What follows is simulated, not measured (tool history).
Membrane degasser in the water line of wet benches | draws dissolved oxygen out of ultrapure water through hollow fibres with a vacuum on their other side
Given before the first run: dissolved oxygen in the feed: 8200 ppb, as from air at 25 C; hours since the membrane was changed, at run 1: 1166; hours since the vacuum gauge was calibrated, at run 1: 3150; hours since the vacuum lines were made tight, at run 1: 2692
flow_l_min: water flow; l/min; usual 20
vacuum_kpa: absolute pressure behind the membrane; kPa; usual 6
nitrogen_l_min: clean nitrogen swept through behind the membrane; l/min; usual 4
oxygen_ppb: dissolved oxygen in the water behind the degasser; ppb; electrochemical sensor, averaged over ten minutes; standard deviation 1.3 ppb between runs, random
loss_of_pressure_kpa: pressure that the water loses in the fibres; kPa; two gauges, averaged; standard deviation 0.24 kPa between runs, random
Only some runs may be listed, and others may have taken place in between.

run    hour  flow_l_min  vacuum_kpa  nitrogen_l_min  hours since the membrane was changed  hours since the vacuum gauge was calibrated  hours since the vacuum lines were made tight  oxygen_ppb  loss_of_pressure_kpa
  1       0          20           6               4                                  1166                                         3150                                          2692       133.5                 64.26
  2    92.2          20           6               4                                  1258                                         3242                                          2784       130.8                 64.07
  3   191.3          20           6               4                                  1357                                         3341                                          2883       134.8                 64.72
  4   370.4          20           6               4                                  1536                                         3520                                          3062       135.3                 64.34
  5   523.7          20         6.7               4                                  1689                                         3673                                          3216       145.4                 64.59
  6   680.8          20           6            6.98                                  1847                                         3831                                          3373       120.6                 65.21
  7   809.9          20           6            6.98                                  1976                                         3960                                          3502       122.6                 64.82
  8   884.5          20           6            7.33                                  2050                                         4034                                          3576       123.2                 64.61
  9   980.9          21           6               4                                  2147                                         4131                                          3673       158.9                 68.69
     1051.8  -- seals of the vacuum lines changed
 10  1133.6          20           6               4                                  2297                                         4281                                            82       139.2                 65.23
 11  1263.9          26           6               4                                  2428                                         4412                                           212       274.6                 85.94
 12  1348.9          26           6               4                                  2513                                         4497                                           297         281                 85.62
 13  1455.7          26           6               4                                  2620                                         4604                                           404       275.1                 85.34
 14  1615.6          20           6               4                                  2779                                         4763                                           564       144.2                 65.89
 15  1774.3          20           6               4                                  2938                                         4922                                           723         146                 65.92
 16  1953.7          20           6               4                                  3118                                         5102                                           902       146.2                 66.44
 17  2115.4          20           6               4                                  3279                                         5263                                          1064       146.6                 66.52
 18  2248.5          20           6               4                                  3412                                         5396                                          1197       147.8                 66.97
 19  2422.3          26        9.07               4                                  3586                                         5570                                          1371       337.4                 86.66
 20  2500.8          26        9.07               4                                  3665                                         5649                                          1449       337.4                 86.78
 21  2600.4          18        3.81            7.37                                  3764                                         5748                                          1549        86.6                  60.1
 22  2759.6          30           6            1.98                                  3923                                         5907                                          1708       458.4                100.33
 23  2914.1          30           6            1.98                                  4078                                         6062                                          1862       464.3                100.96
 24  3062.4          31        14.2            1.78                                  4226                                         6210                                          2011       778.3                105.02
 25  3167.5          31        14.2            1.78                                  4331                                         6315                                          2116       770.7                105.31
 26  3335.3          31        14.2            1.78                                  4499                                         6483                                          2284       795.8                105.06
 27  3490.2          21           6               4                                  4654                                         6638                                          2438       183.1                 71.45
 28  3655.6          18        3.93            2.25                                  4819                                         6803                                          2604       105.9                 61.17
 29  3777.1          17        4.46            2.76                                  4941                                         6925                                          2725        96.6                 58.33
 30  3885.4          20           6            2.97                                  5049                                         7033                                          2834       175.8                 68.41
     4012.3  -- vacuum gauge calibrated
 31  4016.5          26        8.17            2.28                                  5180                                            4                                          2964       387.7                 88.46
 32  4185.2          26        8.17            2.28                                  5349                                          173                                          3133       393.8                 89.01
 33  4272.7          26        8.17            2.28                                  5436                                          260                                          3220       392.7                 89.11

3 options for the next run, each taken on its own from the tool as it stands now. Forecast them:
  A  4447.6          20        3.71            3.03                                  5611                                          435                                          3395           ?                     ?
  B  4447.6          16        8.78            4.62                                  5611                                          435                                          3395           ?                     ?
  C  4447.6          13        4.95            2.17                                  5611                                          435                                          3395           ?                     ?

run  oxygen_ppb  loss_of_pressure_kpa
  A       140.4                 68.98
  B       109.4                 54.91
  C        51.8                 44.84
With no hidden state in the tool, these same runs would have given:
run  oxygen_ppb  loss_of_pressure_kpa
  A        98.8                 63.21
  B        86.7                 50.31
  C        40.8                 41.08
